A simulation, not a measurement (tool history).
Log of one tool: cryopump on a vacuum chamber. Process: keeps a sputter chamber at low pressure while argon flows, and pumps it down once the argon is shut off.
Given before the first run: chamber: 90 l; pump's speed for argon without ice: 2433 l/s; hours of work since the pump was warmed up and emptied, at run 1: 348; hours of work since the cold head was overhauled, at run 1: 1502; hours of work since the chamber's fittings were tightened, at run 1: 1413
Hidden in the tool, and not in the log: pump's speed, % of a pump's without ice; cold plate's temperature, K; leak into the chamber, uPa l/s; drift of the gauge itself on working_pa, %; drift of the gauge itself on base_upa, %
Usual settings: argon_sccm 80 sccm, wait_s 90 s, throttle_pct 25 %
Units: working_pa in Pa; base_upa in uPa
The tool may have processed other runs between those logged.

run,hour,argon_sccm,wait_s,throttle_pct,hours of work since the pump was warmed up and emptied,hours of work since the cold head was overhauled,hours of work since the chamber's fittings were tightened,working_pa,base_upa
1,0,80,90,25,348,1502,1413,0.2351,1.82
2,79,80,90,25,417,1571,1483,0.2415,1.92
# hour 124.5: leaking fittings of the chamber tightened, without venting
3,158.6,80,90,25,485,1640,30,0.2423,0.81
4,233.3,80,90,25,551,1705,96,0.2486,0.84
# hour 264.1: pump warmed up, emptied and cooled again
5,273.8,80,90,25,9,1737,127,0.2227,0.83
6,328.9,44,90,25,57,1785,175,0.1242,0.84
7,380.5,44,90,25,102,1830,221,0.1236,0.86
8,430.3,44,90,25,146,1874,265,0.1258,0.89
9,476.5,44,90,25,187,1915,305,0.1262,0.97
10,536.4,44,90,25,240,1968,358,0.128,0.98
11,593.5,80,90,16,290,2018,408,0.3596,1.07
12,668,80,90,16,355,2083,474,0.3625,1.11
13,748.4,80,90,16,426,2154,545,0.3653,1.21

Run 14 comes next. What will it give?
14,827.3,142,281,35,496,2224,614,?,?

For run 14 the tool returned working_pa 0.3227 Pa, base_upa 0.96 uPa.
With the hidden condition absent and the run-to-run variation left alone, this run would have shown working_pa 0.2818 Pa, base_upa 0.33 uPa.
